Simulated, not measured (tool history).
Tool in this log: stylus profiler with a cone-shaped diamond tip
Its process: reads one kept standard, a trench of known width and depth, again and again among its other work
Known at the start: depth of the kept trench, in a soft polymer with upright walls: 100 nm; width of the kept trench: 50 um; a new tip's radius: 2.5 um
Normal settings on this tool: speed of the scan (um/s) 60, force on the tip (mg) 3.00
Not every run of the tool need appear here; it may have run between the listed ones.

run,hour,speed of the scan (um/s),force on the tip (mg),depth of the trench (nm),width of the trench's floor (µm)
1,0.0,60,3.00,101.78,48.07
2,48.4,71,3.00,101.79,48.02
3,89.0,71,3.00,101.82,48.04
4,123.5,71,3.00,101.79,48.03
5,159.7,60,7.13,102.96,48.16
6,194.8,60,7.13,102.96,48.17
7,227.8,60,7.13,102.98,48.17
8,287.1,60,7.13,102.99,48.13
# hour 352.4: height scale calibrated on a step standard
9,354.2,60,7.13,102.61,48.13
10,413.3,60,3.00,101.48,48.06
11,458.3,60,3.00,101.49,48.03
12,489.5,60,6.04,102.37,48.06
13,549.6,60,3.26,101.61,48.00
14,621.5,60,5.10,102.15,48.02
15,694.8,66,1.14,100.83,47.76
16,745.0,66,1.14,100.87,47.73
17,789.1,24,5.05,102.18,48.11
18,840.2,24,5.05,102.17,48.14
19,902.1,21,2.18,101.30,48.09
20,963.5,21,7.83,102.94,48.15
21,1034.4,21,7.83,102.96,48.11
22,1078.3,42,7.63,102.93,48.09
23,1135.5,201,6.64,102.66,47.62
24,1168.5,107,2.39,101.43,47.66
25,1242.8,102,1.38,101.09,47.51
26,1289.2,102,1.38,101.09,47.46
27,1320.7,102,2.67,101.58,47.66

Alternative continuations, all from the tool just after run 27; predict every row:
A,1372.2,18,2.71,?,?
B,1372.2,61,2.24,?,?
C,1372.2,161,4.17,?,?
D,1372.2,42,2.67,?,?

run,depth of the trench (nm),width of the trench's floor (µm)
A,101.59,48.08
B,101.43,47.84
C,102.06,47.57
D,101.61,47.95
Had the tool no hidden state, the same runs would have come out as:
run,depth of the trench (nm),width of the trench's floor (µm)
A,101.37,48.54
B,101.22,48.30
C,101.84,48.04
D,101.39,48.42
